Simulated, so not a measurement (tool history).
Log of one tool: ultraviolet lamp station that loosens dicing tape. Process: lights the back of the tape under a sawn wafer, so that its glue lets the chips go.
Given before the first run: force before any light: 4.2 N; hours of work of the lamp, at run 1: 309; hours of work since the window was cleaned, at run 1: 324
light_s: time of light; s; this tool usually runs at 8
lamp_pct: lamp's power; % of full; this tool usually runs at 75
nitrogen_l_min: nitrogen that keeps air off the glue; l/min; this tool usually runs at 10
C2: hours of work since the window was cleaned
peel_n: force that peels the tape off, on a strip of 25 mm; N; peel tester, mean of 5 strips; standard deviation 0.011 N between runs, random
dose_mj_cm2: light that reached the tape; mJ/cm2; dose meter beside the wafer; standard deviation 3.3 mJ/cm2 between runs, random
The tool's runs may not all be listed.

{"run": 1, "hour": 0.0, "light_s": 8, "lamp_pct": 75, "nitrogen_l_min": 10, "hours of work of the lamp": 309, "C2": 324, "peel_n": 0.496, "dose_mj_cm2": 524}
{"run": 2, "hour": 22.6, "light_s": 8, "lamp_pct": 75, "nitrogen_l_min": 10, "hours of work of the lamp": 318, "C2": 334, "peel_n": 0.489, "dose_mj_cm2": 531}
{"run": 3, "hour": 37.1, "light_s": 8, "lamp_pct": 61, "nitrogen_l_min": 10, "hours of work of the lamp": 325, "C2": 340, "peel_n": 0.683, "dose_mj_cm2": 426}
{"run": 4, "hour": 59.9, "light_s": 8, "lamp_pct": 61, "nitrogen_l_min": 10, "hours of work of the lamp": 334, "C2": 350, "peel_n": 0.679, "dose_mj_cm2": 427}
{"run": 5, "hour": 76.3, "light_s": 8, "lamp_pct": 61, "nitrogen_l_min": 10, "hours of work of the lamp": 341, "C2": 356, "peel_n": 0.687, "dose_mj_cm2": 426}
{"run": 6, "hour": 93.9, "light_s": 8, "lamp_pct": 61, "nitrogen_l_min": 10, "hours of work of the lamp": 349, "C2": 364, "peel_n": 0.685, "dose_mj_cm2": 426}
{"run": 7, "hour": 111.5, "light_s": 8, "lamp_pct": 74, "nitrogen_l_min": 10, "hours of work of the lamp": 356, "C2": 371, "peel_n": 0.514, "dose_mj_cm2": 514}
{"run": 8, "hour": 128.2, "light_s": 8, "lamp_pct": 74, "nitrogen_l_min": 10, "hours of work of the lamp": 363, "C2": 379, "peel_n": 0.496, "dose_mj_cm2": 521}
{"run": 9, "hour": 146.6, "light_s": 8, "lamp_pct": 74, "nitrogen_l_min": 10, "hours of work of the lamp": 371, "C2": 386, "peel_n": 0.5, "dose_mj_cm2": 515}
{"run": 10, "hour": 161.2, "light_s": 8, "lamp_pct": 74, "nitrogen_l_min": 10, "hours of work of the lamp": 377, "C2": 393, "peel_n": 0.497, "dose_mj_cm2": 520}
{"run": 11, "hour": 182.5, "light_s": 6, "lamp_pct": 65, "nitrogen_l_min": 4, "hours of work of the lamp": 386, "C2": 402, "peel_n": 1.458, "dose_mj_cm2": 340}
{"run": 12, "hour": 200.0, "light_s": 9, "lamp_pct": 67, "nitrogen_l_min": 20, "hours of work of the lamp": 394, "C2": 409, "peel_n": 0.368, "dose_mj_cm2": 527}
{"run": 13, "hour": 214.6, "light_s": 9, "lamp_pct": 67, "nitrogen_l_min": 20, "hours of work of the lamp": 400, "C2": 415, "peel_n": 0.349, "dose_mj_cm2": 524}
{"run": 14, "hour": 232.6, "light_s": 9, "lamp_pct": 67, "nitrogen_l_min": 20, "hours of work of the lamp": 408, "C2": 423, "peel_n": 0.358, "dose_mj_cm2": 528}
{"run": 15, "hour": 250.7, "light_s": 9, "lamp_pct": 67, "nitrogen_l_min": 20, "hours of work of the lamp": 416, "C2": 431, "peel_n": 0.358, "dose_mj_cm2": 529}
{"hour": 265.8, "done": "window cleaned of glue's vapour"}
{"run": 16, "hour": 273.8, "light_s": 9, "lamp_pct": 99, "nitrogen_l_min": 20, "hours of work of the lamp": 425, "C2": 3, "peel_n": 0.202, "dose_mj_cm2": 780}
{"run": 17, "hour": 300.9, "light_s": 8, "lamp_pct": 77, "nitrogen_l_min": 12, "hours of work of the lamp": 437, "C2": 15, "peel_n": 0.423, "dose_mj_cm2": 535}
{"run": 18, "hour": 325.0, "light_s": 8, "lamp_pct": 77, "nitrogen_l_min": 12, "hours of work of the lamp": 447, "C2": 25, "peel_n": 0.42, "dose_mj_cm2": 538}
{"run": 19, "hour": 342.0, "light_s": 4, "lamp_pct": 62, "nitrogen_l_min": 3, "hours of work of the lamp": 454, "C2": 32, "peel_n": 2.22, "dose_mj_cm2": 216}

3 options for the next run, each taken on its own from the tool as it stands now. Forecast them:
{"run": "A", "hour": 369.8, "light_s": 11, "lamp_pct": 89, "nitrogen_l_min": 3, "hours of work of the lamp": 466, "C2": 44, "peel_n": "?", "dose_mj_cm2": "?"}
{"run": "B", "hour": 369.8, "light_s": 8, "lamp_pct": 75, "nitrogen_l_min": 10, "hours of work of the lamp": 466, "C2": 44, "peel_n": "?", "dose_mj_cm2": "?"}
{"run": "C", "hour": 369.8, "light_s": 9, "lamp_pct": 62, "nitrogen_l_min": 5, "hours of work of the lamp": 466, "C2": 44, "peel_n": "?", "dose_mj_cm2": "?"}

run=A peel_n=0.432 dose_mj_cm2=849
run=B peel_n=0.504 dose_mj_cm2=524
run=C peel_n=0.811 dose_mj_cm2=485
With the hidden condition removed and each run's random variation left untouched, the same runs would have given:
run=A peel_n=0.431 dose_mj_cm2=850
run=B peel_n=0.503 dose_mj_cm2=524
run=C peel_n=0.81 dose_mj_cm2=486

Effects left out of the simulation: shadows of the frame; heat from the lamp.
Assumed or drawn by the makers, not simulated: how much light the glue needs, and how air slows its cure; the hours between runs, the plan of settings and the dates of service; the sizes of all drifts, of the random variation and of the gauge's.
